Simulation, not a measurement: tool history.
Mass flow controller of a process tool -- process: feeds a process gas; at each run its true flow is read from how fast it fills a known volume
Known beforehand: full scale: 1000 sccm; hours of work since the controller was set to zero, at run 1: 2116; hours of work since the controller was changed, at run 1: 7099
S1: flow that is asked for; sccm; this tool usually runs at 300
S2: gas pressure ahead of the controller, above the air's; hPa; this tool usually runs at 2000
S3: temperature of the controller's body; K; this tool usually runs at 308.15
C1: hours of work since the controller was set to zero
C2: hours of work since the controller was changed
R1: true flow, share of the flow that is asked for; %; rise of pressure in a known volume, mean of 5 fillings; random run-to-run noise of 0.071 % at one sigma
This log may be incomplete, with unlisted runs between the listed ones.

{"run": 1, "day": 0.0, "S1": 300, "S2": 2000, "S3": 308.15, "C1": 2116, "C2": 7099, "R1": 100.58}
{"run": 2, "day": 7.096, "S1": 300, "S2": 2000, "S3": 308.15, "C1": 2212, "C2": 7194, "R1": 100.67}
{"run": 3, "day": 19.021, "S1": 300, "S2": 2000, "S3": 308.15, "C1": 2372, "C2": 7354, "R1": 100.64}
{"run": 4, "day": 27.575, "S1": 300, "S2": 2000, "S3": 308.15, "C1": 2487, "C2": 7469, "R1": 100.76}
{"run": 5, "day": 34.05, "S1": 300, "S2": 2000, "S3": 308.15, "C1": 2574, "C2": 7556, "R1": 100.81}
{"run": 6, "day": 40.379, "S1": 396, "S2": 2000, "S3": 308.15, "C1": 2659, "C2": 7642, "R1": 100.97}
{"run": 7, "day": 51.429, "S1": 683, "S2": 2000, "S3": 308.15, "C1": 2808, "C2": 7790, "R1": 101.13}
{"run": 8, "day": 60.983, "S1": 683, "S2": 2000, "S3": 308.15, "C1": 2936, "C2": 7918, "R1": 101.24}
{"run": 9, "day": 70.025, "S1": 307, "S2": 2000, "S3": 308.15, "C1": 3058, "C2": 8040, "R1": 100.94}
{"run": 10, "day": 76.504, "S1": 300, "S2": 2000, "S3": 309.15, "C1": 3145, "C2": 8127, "R1": 101.08}
{"run": 11, "day": 85.0, "S1": 300, "S2": 1700, "S3": 309.15, "C1": 3259, "C2": 8241, "R1": 101.44}
{"run": 12, "day": 93.554, "S1": 300, "S2": 2170, "S3": 308.15, "C1": 3374, "C2": 8356, "R1": 101.12}
{"run": 13, "day": 107.567, "S1": 300, "S2": 2180, "S3": 308.15, "C1": 3562, "C2": 8545, "R1": 101.18}
{"run": 14, "day": 120.379, "S1": 300, "S2": 2180, "S3": 308.15, "C1": 3734, "C2": 8717, "R1": 101.1}
{"run": 15, "day": 128.462, "S1": 300, "S2": 2180, "S3": 308.15, "C1": 3843, "C2": 8825, "R1": 101.23}
{"run": 16, "day": 141.212, "S1": 300, "S2": 1780, "S3": 309.15, "C1": 4014, "C2": 8997, "R1": 101.66}
{"run": 17, "day": 155.842, "S1": 719, "S2": 1920, "S3": 308.15, "C1": 4211, "C2": 9193, "R1": 101.8}
{"run": 18, "day": 162.683, "S1": 719, "S2": 1920, "S3": 308.15, "C1": 4303, "C2": 9285, "R1": 101.73}
{"run": 19, "day": 177.575, "S1": 719, "S2": 1920, "S3": 308.15, "C1": 4503, "C2": 9486, "R1": 101.75}
{"run": 20, "day": 191.088, "S1": 195, "S2": 1520, "S3": 307.15, "C1": 4685, "C2": 9667, "R1": 101.76}
{"day": 194.338, "done": "controller's zero set anew"}
{"run": 21, "day": 197.358, "S1": 213, "S2": 2490, "S3": 308.15, "C1": 41, "C2": 9751, "R1": 101.29}
{"run": 22, "day": 212.392, "S1": 206, "S2": 1800, "S3": 295.15, "C1": 243, "C2": 9953, "R1": 100.5}
{"run": 23, "day": 218.438, "S1": 300, "S2": 2230, "S3": 308.15, "C1": 324, "C2": 10034, "R1": 101.72}
{"day": 231.742, "done": "gauge calibrated"}
{"run": 24, "day": 231.742, "S1": 300, "S2": 2000, "S3": 310.15, "C1": 503, "C2": 10213, "R1": 100.78}

Hidden state or all else? Some run-to-run changes of R1, split into what the settings, what came in and random variation would give without the hidden state, and what is left for the hidden state (with any gauge scatter that isn't in both results):
The hidden state here: flow at rest that the sensor doesn't see, % of full scale; true flow over the shown one, %; drift of the gauge itself on true_pct, %.
Run 18 -> 19: settings left as they were, no log entry in between. R1 +0.02 %: hidden state +0.09, all else -0.07.
Run 22 -> 23: S1 206 -> 300, S2 1800 -> 2230, S3 295.15 -> 308.15. R1 +1.22 %: hidden state +0.04, all else +1.18.
Run 23 -> 24: S2 2230 -> 2000, S3 308.15 -> 310.15, gauge calibrated. R1 -0.94 %: hidden state -1.13, all else +0.19.

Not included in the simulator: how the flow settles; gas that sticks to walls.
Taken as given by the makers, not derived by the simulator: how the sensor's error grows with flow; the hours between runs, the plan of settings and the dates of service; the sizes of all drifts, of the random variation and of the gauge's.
